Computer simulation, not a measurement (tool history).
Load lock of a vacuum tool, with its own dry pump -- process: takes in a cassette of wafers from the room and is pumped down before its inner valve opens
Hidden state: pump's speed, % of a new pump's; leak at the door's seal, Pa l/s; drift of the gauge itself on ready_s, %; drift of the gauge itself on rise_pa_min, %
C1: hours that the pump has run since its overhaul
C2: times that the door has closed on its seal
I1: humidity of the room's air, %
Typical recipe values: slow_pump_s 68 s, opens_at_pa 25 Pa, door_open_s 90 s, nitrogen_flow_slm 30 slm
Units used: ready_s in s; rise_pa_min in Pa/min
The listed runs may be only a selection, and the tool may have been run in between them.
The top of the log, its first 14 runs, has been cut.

{"run": 15, "hour": 5548.1, "slow_pump_s": 68, "opens_at_pa": 21, "door_open_s": 214, "nitrogen_flow_slm": 30, "C1": 3225, "C2": 16025, "I1": 46.5, "ready_s": 118.3, "rise_pa_min": 0.154}
{"run": 16, "hour": 5849.1, "slow_pump_s": 68, "opens_at_pa": 21, "door_open_s": 214, "nitrogen_flow_slm": 30, "C1": 3526, "C2": 16477, "I1": 45.4, "ready_s": 118.0, "rise_pa_min": 0.158}
{"run": 17, "hour": 6289.6, "slow_pump_s": 68, "opens_at_pa": 21, "door_open_s": 214, "nitrogen_flow_slm": 30, "C1": 3966, "C2": 17137, "I1": 45.3, "ready_s": 118.2, "rise_pa_min": 0.164}
{"run": 18, "hour": 6544.0, "slow_pump_s": 68, "opens_at_pa": 21, "door_open_s": 214, "nitrogen_flow_slm": 30, "C1": 4221, "C2": 17519, "I1": 44.2, "ready_s": 118.6, "rise_pa_min": 0.167}
{"run": 19, "hour": 6948.2, "slow_pump_s": 68, "opens_at_pa": 21, "door_open_s": 214, "nitrogen_flow_slm": 30, "C1": 4625, "C2": 18126, "I1": 45.6, "ready_s": 118.3, "rise_pa_min": 0.174}
{"run": 20, "hour": 7382.2, "slow_pump_s": 45, "opens_at_pa": 46, "door_open_s": 97, "nitrogen_flow_slm": 30, "C1": 5059, "C2": 18777, "I1": 43.6, "ready_s": 95.7, "rise_pa_min": 0.153}
{"run": 21, "hour": 7803.2, "slow_pump_s": 68, "opens_at_pa": 38, "door_open_s": 52, "nitrogen_flow_slm": 30, "C1": 5480, "C2": 19408, "I1": 44.1, "ready_s": 114.2, "rise_pa_min": 0.153}
{"run": 22, "hour": 8211.6, "slow_pump_s": 43, "opens_at_pa": 20, "door_open_s": 90, "nitrogen_flow_slm": 30, "C1": 5888, "C2": 20021, "I1": 44.6, "ready_s": 100.9, "rise_pa_min": 0.172}
{"hour": 8319.5, "done": "door's seal changed, seat wiped"}
{"run": 23, "hour": 8674.7, "slow_pump_s": 43, "opens_at_pa": 40, "door_open_s": 90, "nitrogen_flow_slm": 11, "C1": 6350, "C2": 533, "I1": 46.2, "ready_s": 95.9, "rise_pa_min": 0.061}
{"run": 24, "hour": 8959.5, "slow_pump_s": 69, "opens_at_pa": 25, "door_open_s": 90, "nitrogen_flow_slm": 5, "C1": 6635, "C2": 960, "I1": 44.0, "ready_s": 119.0, "rise_pa_min": 0.071}
{"run": 25, "hour": 9342.5, "slow_pump_s": 52, "opens_at_pa": 27, "door_open_s": 35, "nitrogen_flow_slm": 37, "C1": 7018, "C2": 1535, "I1": 44.3, "ready_s": 105.6, "rise_pa_min": 0.021}
{"run": 26, "hour": 9889.7, "slow_pump_s": 134, "opens_at_pa": 25, "door_open_s": 175, "nitrogen_flow_slm": 20, "C1": 7565, "C2": 2356, "I1": 49.5, "ready_s": 165.2, "rise_pa_min": 0.081}
{"run": 27, "hour": 10455.4, "slow_pump_s": 134, "opens_at_pa": 25, "door_open_s": 175, "nitrogen_flow_slm": 20, "C1": 8131, "C2": 3205, "I1": 43.3, "ready_s": 165.4, "rise_pa_min": 0.074}

Run 28, settings as shown, results not yet in. Your forecast:
{"run": 28, "hour": 10853.6, "slow_pump_s": 134, "opens_at_pa": 50, "door_open_s": 27, "nitrogen_flow_slm": 20, "C1": 8529, "C2": 3802, "I1": 43.2, "ready_s": "?", "rise_pa_min": "?"}

{"run 28": {"ready_s": 159.8, "rise_pa_min": 0.032}}
On a tool with no hidden condition, and with the same random variation, this run would have come out at ready_s 157.6 s, rise_pa_min 0.020 Pa/min.
